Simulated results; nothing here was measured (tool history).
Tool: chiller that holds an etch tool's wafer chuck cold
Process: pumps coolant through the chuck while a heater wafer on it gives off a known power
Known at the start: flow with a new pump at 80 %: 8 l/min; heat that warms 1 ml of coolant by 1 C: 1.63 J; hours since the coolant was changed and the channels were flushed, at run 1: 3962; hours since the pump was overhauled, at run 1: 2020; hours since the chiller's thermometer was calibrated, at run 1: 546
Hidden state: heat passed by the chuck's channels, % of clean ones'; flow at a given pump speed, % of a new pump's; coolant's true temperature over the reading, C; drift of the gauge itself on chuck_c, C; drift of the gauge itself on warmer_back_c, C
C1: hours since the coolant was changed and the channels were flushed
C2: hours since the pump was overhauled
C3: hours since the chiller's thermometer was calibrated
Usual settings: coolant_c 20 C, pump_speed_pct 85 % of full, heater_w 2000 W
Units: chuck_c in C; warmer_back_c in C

{"run": 1, "hour": 0.0, "coolant_c": 20, "pump_speed_pct": 85, "heater_w": 2000, "C1": 3962, "C2": 2020, "C3": 546, "chuck_c": 35.9, "warmer_back_c": 8.54}
{"run": 2, "hour": 95.5, "coolant_c": 20, "pump_speed_pct": 85, "heater_w": 2000, "C1": 4057, "C2": 2115, "C3": 642, "chuck_c": 36.1, "warmer_back_c": 8.62}
{"run": 3, "hour": 196.6, "coolant_c": 20, "pump_speed_pct": 85, "heater_w": 2000, "C1": 4158, "C2": 2216, "C3": 743, "chuck_c": 36.1, "warmer_back_c": 8.65}
{"run": 4, "hour": 290.8, "coolant_c": 20, "pump_speed_pct": 85, "heater_w": 1804, "C1": 4253, "C2": 2310, "C3": 837, "chuck_c": 34.4, "warmer_back_c": 7.82}
{"run": 5, "hour": 339.8, "coolant_c": 20, "pump_speed_pct": 85, "heater_w": 2000, "C1": 4302, "C2": 2359, "C3": 886, "chuck_c": 36.1, "warmer_back_c": 8.64}
{"run": 6, "hour": 393.8, "coolant_c": 20, "pump_speed_pct": 85, "heater_w": 2000, "C1": 4355, "C2": 2413, "C3": 940, "chuck_c": 36, "warmer_back_c": 8.76}
{"run": 7, "hour": 507.1, "coolant_c": 20, "pump_speed_pct": 85, "heater_w": 2000, "C1": 4469, "C2": 2527, "C3": 1053, "chuck_c": 36.1, "warmer_back_c": 8.72}
{"run": 8, "hour": 578.5, "coolant_c": 12, "pump_speed_pct": 85, "heater_w": 2000, "C1": 4540, "C2": 2598, "C3": 1125, "chuck_c": 28.1, "warmer_back_c": 8.72}
{"run": 9, "hour": 654.9, "coolant_c": 20, "pump_speed_pct": 85, "heater_w": 2000, "C1": 4617, "C2": 2674, "C3": 1201, "chuck_c": 36, "warmer_back_c": 8.76}
{"run": 10, "hour": 705.5, "coolant_c": 20, "pump_speed_pct": 85, "heater_w": 2000, "C1": 4667, "C2": 2725, "C3": 1252, "chuck_c": 36.1, "warmer_back_c": 8.72}
{"run": 11, "hour": 766.0, "coolant_c": 20, "pump_speed_pct": 85, "heater_w": 2000, "C1": 4728, "C2": 2786, "C3": 1312, "chuck_c": 36, "warmer_back_c": 8.81}

Run 12 comes next. What will it give?
{"run": 12, "hour": 819.8, "coolant_c": 20, "pump_speed_pct": 85, "heater_w": 1002, "C1": 4781, "C2": 2839, "C3": 1366, "chuck_c": "?", "warmer_back_c": "?"}

Run 12 gave chuck_c 27.9 C, warmer_back_c 4.47 C.
Without the tool's hidden state the same run would have given chuck_c 27.9 C, warmer_back_c 4.33 C.
